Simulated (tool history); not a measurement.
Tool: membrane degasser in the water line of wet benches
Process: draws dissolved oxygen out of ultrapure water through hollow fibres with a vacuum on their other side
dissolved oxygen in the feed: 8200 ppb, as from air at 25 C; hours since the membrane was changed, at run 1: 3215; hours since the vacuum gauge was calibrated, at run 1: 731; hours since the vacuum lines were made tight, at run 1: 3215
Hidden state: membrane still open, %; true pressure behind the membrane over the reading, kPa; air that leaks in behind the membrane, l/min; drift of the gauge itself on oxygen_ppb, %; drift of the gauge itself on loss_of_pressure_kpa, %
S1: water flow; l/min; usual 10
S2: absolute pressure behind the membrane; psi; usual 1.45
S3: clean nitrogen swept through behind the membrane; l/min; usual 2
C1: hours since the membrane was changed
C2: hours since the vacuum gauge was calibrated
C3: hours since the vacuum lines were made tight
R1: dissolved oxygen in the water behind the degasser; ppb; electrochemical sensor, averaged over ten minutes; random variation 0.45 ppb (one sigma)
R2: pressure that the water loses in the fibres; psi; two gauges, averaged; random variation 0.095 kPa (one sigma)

Run 1, hour 0: usual settings; C1 3215; C2 731; C3 3215. Result: R1 93.6 ppb, R2 4.393 psi.
Run 2, hour 63.3: usual settings; C1 3278; C2 794; C3 3278. Result: R1 94.2 ppb, R2 4.387 psi.
Run 3, hour 150.9: usual settings; C1 3366; C2 882; C3 3366. Result: R1 95 ppb, R2 4.387 psi.
Run 4, hour 220.6: usual settings but S2 1.99 psi; C1 3435; C2 952; C3 3435. Result: R1 139.5 ppb, R2 4.395 psi.
Run 5, hour 271.9: usual settings but S2 1.99 psi; C1 3487; C2 1003; C3 3487. Result: R1 139.8 ppb, R2 4.409 psi.
Run 6, hour 327.4: usual settings but S2 1.99 psi; C1 3542; C2 1058; C3 3542. Result: R1 139.3 ppb, R2 4.387 psi.
Run 7, hour 377.1: usual settings but S2 1.99 psi; C1 3592; C2 1108; C3 3592. Result: R1 140.7 ppb, R2 4.383 psi.
Run 8, hour 446.6: usual settings but S1 11 l/min; C1 3661; C2 1178; C3 3661. Result: R1 107.9 ppb, R2 4.801 psi.
Run 9, hour 514.5: usual settings; C1 3729; C2 1246; C3 3729. Result: R1 95.4 ppb, R2 4.363 psi.
Run 10, hour 583.2: usual settings but S2 2.48 psi; C1 3798; C2 1314; C3 3798. Result: R1 180.6 ppb, R2 4.387 psi.
Run 11, hour 680.3: usual settings but S2 2.48 psi; C1 3895; C2 1411; C3 3895. Result: R1 182.2 ppb, R2 4.389 psi.
Run 12, hour 777.1: usual settings but S2 1.03 psi; C1 3992; C2 1508; C3 3992. Result: R1 60.4 ppb, R2 4.4 psi.
Run 13, hour 872.4: usual settings; C1 4087; C2 1604; C3 4087. Result: R1 96.3 ppb, R2 4.398 psi.
Run 14, hour 965.1: usual settings; C1 4180; C2 1696; C3 4180. Result: R1 95.6 ppb, R2 4.395 psi.
Run 15, hour 1045.3: usual settings; C1 4260; C2 1776; C3 4260. Result: R1 96.6 ppb, R2 4.415 psi.
Run 16, hour 1113.7: usual settings; C1 4328; C2 1845; C3 4328. Result: R1 95.7 ppb, R2 4.427 psi.
Run 17, hour 1165.5: usual settings but S1 9 l/min, S2 2.28 psi, S3 2.11 l/min; C1 4380; C2 1897; C3 4380. Result: R1 140.9 ppb, R2 3.958 psi.
Run 18, hour 1268: usual settings but S1 9 l/min, S2 2.28 psi, S3 2.11 l/min; C1 4483; C2 1999; C3 4483. Result: R1 140 ppb, R2 3.986 psi.
Run 19, hour 1339.9: usual settings but S1 9 l/min, S2 2.28 psi, S3 2.11 l/min; C1 4555; C2 2071; C3 4555. Result: R1 140.3 ppb, R2 3.967 psi.
Run 20, hour 1422.7: usual settings but S1 8 l/min, S2 1.03 psi; C1 4637; C2 2154; C3 4637. Result: R1 44.3 ppb, R2 3.524 psi.
Run 21, hour 1473.2: usual settings but S1 8 l/min, S2 3 psi, S3 3.5 l/min; C1 4688; C2 2204; C3 4688. Result: R1 106.1 ppb, R2 3.52 psi.
Run 22, hour 1518.2: usual settings but S1 8 l/min, S2 3 psi, S3 3.5 l/min; C1 4733; C2 2249; C3 4733. Result: R1 107 ppb, R2 3.53 psi.
Run 23, hour 1579.3: usual settings but S1 6 l/min, S2 1.68 psi, S3 1.82 l/min; C1 4794; C2 2310; C3 4794. Result: R1 74.1 ppb, R2 2.63 psi.
Run 24, hour 1647.3: usual settings but S2 1.33 psi, S3 2.73 l/min; C1 4862; C2 2378; C3 4862. Result: R1 67.2 ppb, R2 4.412 psi.
At hour 1661.9: seals of the vacuum lines changed.
Run 25, hour 1724: usual settings but S2 2.71 psi, S3 1.11 l/min; C1 4937; C2 2453; C3 62. Result: R1 335.1 ppb, R2 4.412 psi.
Run 26, hour 1800.6: usual settings but S3 4.31 l/min; C1 5013; C2 2530; C3 139. Result: R1 50.4 ppb, R2 4.444 psi.
Run 27, hour 1864.4: usual settings but S1 14 l/min, S2 2.63 psi, S3 3.38 l/min; C1 5077; C2 2594; C3 202. Result: R1 190.6 ppb, R2 6.215 psi.
Run 28, hour 1951.4: usual settings but S1 14 l/min, S2 2.63 psi, S3 3.38 l/min; C1 5164; C2 2681; C3 289. Result: R1 191 ppb, R2 6.196 psi.
Run 29, hour 2042: usual settings but S1 14 l/min, S2 2.63 psi, S3 3.38 l/min; C1 5255; C2 2771; C3 380. Result: R1 190.8 ppb, R2 6.189 psi.
Run 30, hour 2127.9: usual settings but S1 11 l/min, S2 2.13 psi, S3 0.84 l/min; C1 5341; C2 2857; C3 466. Result: R1 356.7 ppb, R2 4.867 psi.
Run 31, hour 2171.4: usual settings but S1 11 l/min, S2 2.13 psi, S3 2.74 l/min; C1 5384; C2 2901; C3 509. Result: R1 129.5 ppb, R2 4.879 psi.

The same runs without the tool's hidden state, with the same run-to-run variation:
run     R1     R2
  1   90.2  4.312
  2   90.7  4.305
  3   91.3  4.303
  4  134.6  4.309
  5  134.9  4.321
  6  134.3  4.299
  7  135.5  4.293
  8  103.1  4.699
  9     91  4.268
 10  174.1  4.292
 11  175.4  4.292
 12   56.5  4.299
 13   91.2  4.295
 14   90.4  4.289
 15   91.3  4.306
 16   90.3  4.318
 17  134.2  3.858
 18  133.2  3.884
 19  133.4  3.862
 20   40.7   3.43
 21  100.4  3.424
 22  101.3  3.434
 23   68.8  2.556
 24   62.1  4.289
 25  330.5  4.286
 26   47.6  4.316
 27  183.1  6.034
 28  183.2  6.012
 29  182.9  6.002
 30  348.4  4.718
 31  124.6  4.728
